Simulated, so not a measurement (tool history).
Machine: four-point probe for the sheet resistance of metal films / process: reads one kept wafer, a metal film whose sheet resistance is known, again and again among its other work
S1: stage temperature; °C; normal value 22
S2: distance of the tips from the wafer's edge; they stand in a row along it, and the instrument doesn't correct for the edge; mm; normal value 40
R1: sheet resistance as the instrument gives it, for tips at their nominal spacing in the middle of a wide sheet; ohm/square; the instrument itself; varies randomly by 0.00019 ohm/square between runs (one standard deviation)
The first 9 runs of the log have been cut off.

run	hour	S1	S2	R1
# hour 847.2: new probe head fitted
10	931.7	22	11	0.970434
11	995.5	22	40	0.96922
12	1101.1	22	68	0.969882
13	1191.6	22	19	0.970509
14	1254.2	22	40	0.970345
15	1313.4	22	20	0.970878
16	1381.7	21	40	0.970955
17	1498.3	21	40	0.971528
18	1593.1	21	40	0.971776
19	1652.3	23	14	0.973417
20	1780.6	19	9	0.97377
21	1890.5	30	48	0.975874
22	1987.9	27	23	0.975435
23	2063	27	14	0.976411
24	2147.5	27	14	0.976805
25	2272.3	28	55	0.977234
26	2336.6	28	55	0.977591
27	2469.5	28	55	0.977756
28	2576.3	28	55	0.97838
29	2682.1	22	11	0.978138
30	2749.5	22	11	0.978718
31	2869.2	20	24	0.978201
32	2970.7	20	24	0.978455

Predict the results of run 33:
33	3063.3	23	7	?

{"run 33": {"R1": 0.982055}}
Take away the tool's hidden state, keep the run-to-run variation as it was, and the same run would have given R1 0.972004 ohm/square.
